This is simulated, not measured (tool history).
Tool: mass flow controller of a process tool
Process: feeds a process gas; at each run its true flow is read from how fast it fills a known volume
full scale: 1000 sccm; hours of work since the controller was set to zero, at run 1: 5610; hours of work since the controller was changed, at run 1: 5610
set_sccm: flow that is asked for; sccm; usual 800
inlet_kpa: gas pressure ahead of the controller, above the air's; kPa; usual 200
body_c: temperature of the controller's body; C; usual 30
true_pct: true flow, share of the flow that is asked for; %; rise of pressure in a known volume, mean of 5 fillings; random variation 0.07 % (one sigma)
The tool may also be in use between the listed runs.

run    hour  set_sccm  inlet_kpa  body_c  hours of work since the controller was set to zero  hours of work since the controller was changed  true_pct
  1     0.0       800        200      30                                                5610                                            5610     98.91
  2   333.8       800        200      30                                                5818                                            5818     99.16
      464.4  -- controller exchanged for a calibrated one
  3   728.3       800        200      34                                                 165                                             165     98.68
  4   945.5       800        200      30                                                 300                                             300     99.02
  5  1166.7       800        200      30                                                 438                                             438     99.04
  6  1529.6       800        200      30                                                 664                                             664     99.15
  7  1700.6       800        200      30                                                 771                                             771     99.17
  8  2098.3       800        200      30                                                1019                                            1019     99.19
  9  2480.0       800        200      30                                                1257                                            1257     99.28
 10  2796.0       652        200      30                                                1454                                            1454     98.96
 11  3181.1       652        200      23                                                1695                                            1695     99.53
 12  3412.8       260        200      30                                                1839                                            1839     98.00
 13  3710.6       260        176      30                                                2025                                            2025     97.90
 14  3931.4       204        190      35                                                2163                                            2163     97.36
 15  4177.2       136        190      33                                                2316                                            2316     97.26
 16  4571.6       107        165      39                                                2562                                            2562     96.61
 17  4900.4       692        157      35                                                2767                                            2767     98.55
 18  5298.6       622        235      21                                                3016                                            3016    100.06
 19  5676.3       800        178      38                                                3251                                            3251     98.65
 20  5885.0       800        173      33                                                3381                                            3381     99.09
 21  6209.2       800        173      33                                                3584                                            3584     99.24
 22  6554.1       800        173      33                                                3799                                            3799     99.32
 23  6966.0       800        173      33                                                4056                                            4056     99.25
 24  7172.1       717        173      32                                                4184                                            4184     99.18
 25  7563.4       426        210      36                                                4428                                            4428     98.14

3 ways to go on from here, each from the tool as it stands after run 25. What would each give?
  A  7746.2       119        210      24                                                4542                                            4542         ?
  B  7746.2       369        208      24                                                4542                                            4542         ?
  C  7746.2       210        210      36                                                4542                                            4542         ?

run  true_pct
  A     98.43
  B     99.19
  C     97.66
Without the tool's hidden state the same runs would have given:
run  true_pct
  A     97.68
  B     98.43
  C     96.91
